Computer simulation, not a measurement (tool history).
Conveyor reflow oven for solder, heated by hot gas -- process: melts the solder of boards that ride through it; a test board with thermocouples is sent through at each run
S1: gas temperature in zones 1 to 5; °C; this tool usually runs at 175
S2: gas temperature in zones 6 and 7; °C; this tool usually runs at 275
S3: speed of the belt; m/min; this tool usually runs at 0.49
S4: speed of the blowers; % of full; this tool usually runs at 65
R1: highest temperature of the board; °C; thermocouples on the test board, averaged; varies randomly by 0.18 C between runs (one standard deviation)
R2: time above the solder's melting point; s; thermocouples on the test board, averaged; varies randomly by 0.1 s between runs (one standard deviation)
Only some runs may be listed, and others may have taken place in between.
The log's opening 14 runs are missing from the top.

run	day	S1	S2	S3	S4	R1	R2
15	15.462	175	275	0.585	65	256.5	56.3
16	16.467	173	268	0.557	65	251.1	55.5
17	17.196	175	274	0.49	79	263.6	73.6
18	18.567	175	274	0.405	79	267.9	93
19	19.542	189	279	0.523	72	266.7	75.5
20	20.55	189	279	0.523	72	267.1	75.3
21	21.279	175	275	0.515	54	257.7	65.4
22	22.579	169	275	0.515	71	260.2	65.6
23	24.058	175	271	0.537	56	252.5	58.9
24	25.033	170	264	0.49	65	250.4	62.6
25	25.7	170	264	0.49	65	251.1	62.5
26	26.712	170	264	0.578	65	245.1	46.8
27	27.883	188	275	0.49	65	263.2	78.7
28	29.038	188	275	0.49	65	263.3	78.6
29	29.933	188	275	0.49	65	263	78.5
30	31.225	183	275	0.425	65	266.1	90.5

Each row is a separate what-if for the run after 30, all from the same tool condition, not one after another. Results?
A	32.446	183	275	0.425	61	?	?
B	32.446	175	279	0.437	65	?	?
C	32.446	168	275	0.452	56	?	?
D	32.446	183	275	0.49	65	?	?

run	R1	R2
A	265.4	89.9
B	267.8	85.5
C	260.9	74.8
D	262.1	75.8
Without the tool's unlogged condition, the same runs would have read:
run	R1	R2
A	266.4	89.9
B	269.2	85.8
C	262.4	75.8
D	263.7	76.4
